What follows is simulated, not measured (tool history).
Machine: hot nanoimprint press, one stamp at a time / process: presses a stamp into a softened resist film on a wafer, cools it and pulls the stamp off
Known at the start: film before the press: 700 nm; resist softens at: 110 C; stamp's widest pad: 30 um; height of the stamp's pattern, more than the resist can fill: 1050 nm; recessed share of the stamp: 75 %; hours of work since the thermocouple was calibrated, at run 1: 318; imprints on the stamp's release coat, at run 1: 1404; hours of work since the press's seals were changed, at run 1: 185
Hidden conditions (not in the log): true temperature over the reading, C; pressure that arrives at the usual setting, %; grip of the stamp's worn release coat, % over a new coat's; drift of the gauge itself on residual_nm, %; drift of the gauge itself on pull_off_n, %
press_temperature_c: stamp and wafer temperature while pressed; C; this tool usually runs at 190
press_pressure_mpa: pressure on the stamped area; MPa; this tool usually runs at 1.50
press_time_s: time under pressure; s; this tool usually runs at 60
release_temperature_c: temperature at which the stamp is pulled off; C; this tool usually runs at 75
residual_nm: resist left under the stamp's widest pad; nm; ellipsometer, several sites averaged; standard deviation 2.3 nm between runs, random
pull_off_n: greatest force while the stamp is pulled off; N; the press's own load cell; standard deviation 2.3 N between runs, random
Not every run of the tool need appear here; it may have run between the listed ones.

run	hour	press_temperature_c	press_pressure_mpa	press_time_s	release_temperature_c	hours of work since the thermocouple was calibrated	imprints on the stamp's release coat	hours of work since the press's seals were changed	residual_nm	pull_off_n
1	0.0	190	1.50	60	75	318	1404	185	360.5	159
2	42.9	190	1.86	60	75	337	1548	204	329.1	160
# hour 69.1: stamp cleaned and given a new release coat
3	75.5	190	1.86	60	75	349	21	215	327.7	101
4	106.9	190	1.86	60	75	363	127	229	325.1	100
5	134.7	190	1.86	60	75	375	221	242	327.8	105
6	158.7	190	1.50	60	75	386	301	252	363.3	105
7	177.3	190	1.50	60	75	394	364	260	362.6	113
8	214.5	197	1.50	60	75	411	490	277	275.8	119
9	237.7	197	1.50	60	75	421	568	287	271.3	119
10	270.4	197	1.50	60	75	435	678	302	273.1	121
11	288.1	197	1.50	60	75	443	738	310	270.3	129
12	316.7	190	1.50	60	75	456	834	322	355.7	133
13	347.9	190	1.50	59	75	470	939	336	358.5	135
# hour 368.5: plate thermocouple calibrated
14	377.0	190	1.50	59	75	4	1027	348	383.1	148
15	418.4	190	1.50	60	75	22	1167	366	380.6	153
16	453.9	199	1.36	30	64	38	1286	382	362.9	198
17	490.7	199	1.36	30	64	54	1411	398	363.9	212
18	509.7	199	1.80	36	60	63	1475	406	298.2	236
# hour 556.4: stamp cleaned and given a new release coat
19	556.4	199	1.80	36	60	81	0	424	301.8	135
20	584.5	199	1.21	36	76	93	95	437	357.3	102
21	613.5	199	1.21	36	76	106	192	450	351.0	104
22	637.4	188	2.12	81	74	116	273	460	315.7	114
23	667.8	188	2.12	81	74	130	375	474	315.2	121
24	686.2	190	1.50	60	65	138	437	482	375.6	147
25	709.9	190	1.50	60	65	149	517	492	373.1	146
26	736.8	190	1.53	60	75	161	608	504	371.4	132
27	765.7	190	1.50	38	75	173	705	517	426.1	128
28	800.3	183	1.33	60	75	189	822	533	493.2	135
# hour 829.7: press's hydraulic seals changed and the load cell set to zero
29	844.1	183	1.33	60	64	205	943	6	486.6	176

Predict each of these 3 candidate next runs independently; none follows another, all start after run 29:
A	883.7	201	1.33	96	81	222	1076	24	?	?
B	883.7	183	1.03	60	65	222	1076	24	?	?
C	883.7	181	1.33	46	69	222	1076	24	?	?

run	residual_nm	pull_off_n
A	209.2	123
B	519.6	185
C	544.5	165
The same runs, with their run-to-run variation unchanged, on a tool lacking any hidden condition would have given:
run	residual_nm	pull_off_n
A	218.3	87
B	534.2	128
C	558.8	115

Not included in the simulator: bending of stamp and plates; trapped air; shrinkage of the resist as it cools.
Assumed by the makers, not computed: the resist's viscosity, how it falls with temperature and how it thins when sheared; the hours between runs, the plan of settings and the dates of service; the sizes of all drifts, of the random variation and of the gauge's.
